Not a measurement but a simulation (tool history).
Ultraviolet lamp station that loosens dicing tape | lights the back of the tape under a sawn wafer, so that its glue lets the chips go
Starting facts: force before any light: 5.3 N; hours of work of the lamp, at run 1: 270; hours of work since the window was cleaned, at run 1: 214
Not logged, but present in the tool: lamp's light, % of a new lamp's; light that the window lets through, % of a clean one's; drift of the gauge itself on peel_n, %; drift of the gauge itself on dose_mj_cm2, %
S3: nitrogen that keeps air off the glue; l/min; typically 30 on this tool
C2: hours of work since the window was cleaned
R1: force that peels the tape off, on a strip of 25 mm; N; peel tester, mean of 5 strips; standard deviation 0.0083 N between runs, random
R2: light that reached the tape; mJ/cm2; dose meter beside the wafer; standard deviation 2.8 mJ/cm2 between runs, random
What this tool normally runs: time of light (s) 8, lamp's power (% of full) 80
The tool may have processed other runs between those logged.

Run 1, hour 0: usual settings; hours of work of the lamp 270; C2 214. Result: R1 0.458 N, R2 340 mJ/cm2.
Run 2, hour 20.4: usual settings; hours of work of the lamp 279; C2 223. Result: R1 0.459 N, R2 336 mJ/cm2.
Run 3, hour 46.8: usual settings; hours of work of the lamp 291; C2 235. Result: R1 0.462 N, R2 336 mJ/cm2.
Run 4, hour 70.9: usual settings; hours of work of the lamp 302; C2 246. Result: R1 0.48 N, R2 329 mJ/cm2.
Run 5, hour 93.9: usual settings; hours of work of the lamp 312; C2 256. Result: R1 0.477 N, R2 326 mJ/cm2.
Run 6, hour 114.3: usual settings; hours of work of the lamp 321; C2 266. Result: R1 0.477 N, R2 330 mJ/cm2.
Run 7, hour 133: usual settings but time of light (s) 4, lamp's power (% of full) 82, S3 33 l/min; hours of work of the lamp 330; C2 274. Result: R1 1.357 N, R2 170 mJ/cm2.
At hour 135.8: window cleaned of glue's vapour.
Run 8, hour 145.4: usual settings but lamp's power (% of full) 90; hours of work of the lamp 335; C2 4. Result: R1 0.467 N, R2 328 mJ/cm2.
Run 9, hour 166.4: usual settings but time of light (s) 6, lamp's power (% of full) 91; hours of work of the lamp 344; C2 14. Result: R1 0.806 N, R2 247 mJ/cm2.
Run 10, hour 191.4: usual settings but time of light (s) 10, lamp's power (% of full) 83; hours of work of the lamp 356; C2 25. Result: R1 0.362 N, R2 373 mJ/cm2.
Run 11, hour 212: usual settings but time of light (s) 10, lamp's power (% of full) 83, S3 19 l/min; hours of work of the lamp 365; C2 34. Result: R1 0.497 N, R2 371 mJ/cm2.
At hour 222.4: window cleaned of glue's vapour, once more.
Run 12, hour 226.2: usual settings but time of light (s) 6, lamp's power (% of full) 77, S3 14 l/min; hours of work of the lamp 371; C2 2. Result: R1 1.08 N, R2 265 mJ/cm2.

Forecast each of these 3 alternatives for the next run:
Run A, hour 248: usual settings but time of light (s) 16, lamp's power (% of full) 67, S3 15 l/min; hours of work of the lamp 381; C2 11. Result: R1 ?, R2 ?.
Run B, hour 248: usual settings but time of light (s) 9, lamp's power (% of full) 63, S3 35 l/min; hours of work of the lamp 381; C2 11. Result: R1 ?, R2 ?.
Run C, hour 248: usual settings but time of light (s) 16, lamp's power (% of full) 91, S3 49 l/min; hours of work of the lamp 381; C2 11. Result: R1 ?, R2 ?.

run     R1   R2
  A  0.233  616
  B  0.454  325
  C  0.125  828
Had the tool no hidden state, the same runs would have come out as:
run     R1   R2
  A  0.205  669
  B  0.388  353
  C  0.124  899
